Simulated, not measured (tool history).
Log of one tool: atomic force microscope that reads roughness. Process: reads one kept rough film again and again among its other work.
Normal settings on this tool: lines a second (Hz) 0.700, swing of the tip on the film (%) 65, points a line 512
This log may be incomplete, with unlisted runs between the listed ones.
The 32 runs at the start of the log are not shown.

run   hour  lines a second (Hz)  swing of the tip on the film (%)  points a line  pictures with this tip  hours of work since the height scale was calibrated  roughness of the kept film (nm (root mean square))
 33  606.7                0.700                                83            973                     154                                                  483                                               2.497
     614.1  -- new tip fitted
 34  634.0                0.700                                83            973                      28                                                  498                                               2.519
 35  653.4                2.015                                55            558                      55                                                  508                                               2.544
 36  668.1                3.701                                57            558                      75                                                  516                                               2.480
 37  680.3                2.772                                65            289                      93                                                  523                                               2.457
 38  705.9                2.772                                65            289                     128                                                  537                                               2.447
     729.6  -- new tip fitted
 39  730.6                1.582                                72            634                       1                                                  550                                               2.469
 40  743.4                1.582                                72            634                      19                                                  557                                               2.475
 41  756.1                1.582                                72            634                      37                                                  564                                               2.499
 42  768.8                1.884                                64            379                      55                                                  571                                               2.512
 43  795.2                1.369                                55            379                      92                                                  586                                               2.539
 44  814.9                0.836                                82            379                     119                                                  596                                               2.483
 45  832.4                2.605                                88            512                     144                                                  606                                               2.268
     845.5  -- new tip fitted
 46  845.5                2.605                                88            512                       0                                                  613                                               2.274
 47  868.6                0.671                                62            939                      33                                                  625                                               2.551
 48  890.5                2.147                                65            443                      63                                                  637                                               2.493

Forecast each of these 3 alternatives for the next run:
  A  907.4                0.682                                85            319                      87                                                  646                                                   ?
  B  907.4                0.700                                67            756                      87                                                  646                                                   ?
  C  907.4                0.644                                66            351                      87                                                  646                                                   ?

run  roughness of the kept film (nm (root mean square))
  A                                               2.487
  B                                               2.533
  C                                               2.554
What these runs would have given with no unlogged condition in the tool:
run  roughness of the kept film (nm (root mean square))
  A                                               2.490
  B                                               2.536
  C                                               2.557
